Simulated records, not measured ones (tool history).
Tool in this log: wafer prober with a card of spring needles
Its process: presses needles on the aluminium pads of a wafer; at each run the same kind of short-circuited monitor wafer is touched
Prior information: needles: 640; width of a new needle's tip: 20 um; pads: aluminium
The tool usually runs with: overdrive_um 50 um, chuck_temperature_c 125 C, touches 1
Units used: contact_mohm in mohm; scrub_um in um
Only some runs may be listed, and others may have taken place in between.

run     day  overdrive_um  chuck_temperature_c  touches  contact_mohm  scrub_um
  1       0            50                  125        1           317      8.59
  2   0.354            50                  125        1           471      8.58
      0.492  -- tips cleaned on abrasive film
  3   0.621            50                  125        1           366      8.56
  4   0.983            50                  125        2           403      8.59
      1.025  -- tips cleaned on abrasive film
  5   1.196            50                  125        2           341      8.53
  6   1.488            50                  125        2           393      8.55
      1.529  -- tips cleaned on abrasive film
  7   1.783            50                  125        2           357      8.55
      2.033  -- tips cleaned on abrasive film
  8   2.179            50                  125        2           343      8.54
      2.546  -- tips cleaned on abrasive film
  9   2.633            50                  125        2           322      8.53
 10   2.858            50                  125        2           377      8.53
      3.067  -- tips cleaned on abrasive film
 11   3.183            50                  125        1           353       8.5
 12   3.554            50                  125        2           402      8.52
      3.588  -- tips cleaned on abrasive film
 13   3.817            50                  125        2           369      8.51
        4.1  -- tips cleaned on abrasive film
 14     4.1            50                  125        2           282      8.49
 15   4.571            50                  125        2           408       8.5
      4.617  -- tips cleaned on abrasive film
 16   4.862            50                  125        2           356       8.5
 17   5.096            50                  125        2           405      8.48
      5.138  -- tips cleaned on abrasive film
 18   5.562            50                  125        2           405      8.49
      5.638  -- tips cleaned on abrasive film
 19   5.783            58                  125        2           304      9.87
      5.867  -- height of the first contact set anew
 20   6.092            58                  125        2           362     10.04
      6.162  -- tips cleaned on abrasive film
 21   6.325            61                   29        3           268     10.54
      6.692  -- tips cleaned on abrasive film
 22   6.733            50                  125        3           277       8.6
      7.221  -- tips cleaned on abrasive film
 23   7.225            50                  125        3           275      8.63
 24   7.642            50                  125        1           491      8.62
      7.738  -- tips cleaned on abrasive film
 25   8.088            50                  125        2           384      8.62
      8.258  -- tips cleaned on abrasive film
 26   8.454            60                   75        2           313     10.33
      8.767  -- tips cleaned on abrasive film
 27   8.846            31                   75        1           439      5.31
 28   9.108            49                  125        1           460       8.4
      9.279  -- tips cleaned on abrasive film
 29   9.367            40                   61        2           326      6.87
 30   9.675            46                   61        2           409      7.89
      9.783  -- tips cleaned on abrasive film
 31      10            40                   61        2           400      6.83
     10.292  -- tips cleaned on abrasive film
 32  10.292            50                   66        2           260      8.56
 33    10.5            32                   71        2           486      5.47
       10.8  -- tips cleaned on abrasive film
 34  10.821            58                   65        2           264      9.94
 35  11.125            58                   65        3           308      9.94

Forecast each of these 3 alternatives for the next run:
     11.304  -- tips cleaned on abrasive film
  A  11.425            35                   53        1             ?         ?
     11.304  -- tips cleaned on abrasive film
  B  11.425            50                   52        1             ?         ?
     11.304  -- tips cleaned on abrasive film
  C  11.425            43                   65        2             ?         ?

run  contact_mohm  scrub_um
  A           494      5.96
  B           364      8.52
  C           347      7.33
With no hidden state in the tool, these same runs would have given:
run  contact_mohm  scrub_um
  A           261      6.06
  B           245      8.62
  C           254      7.43
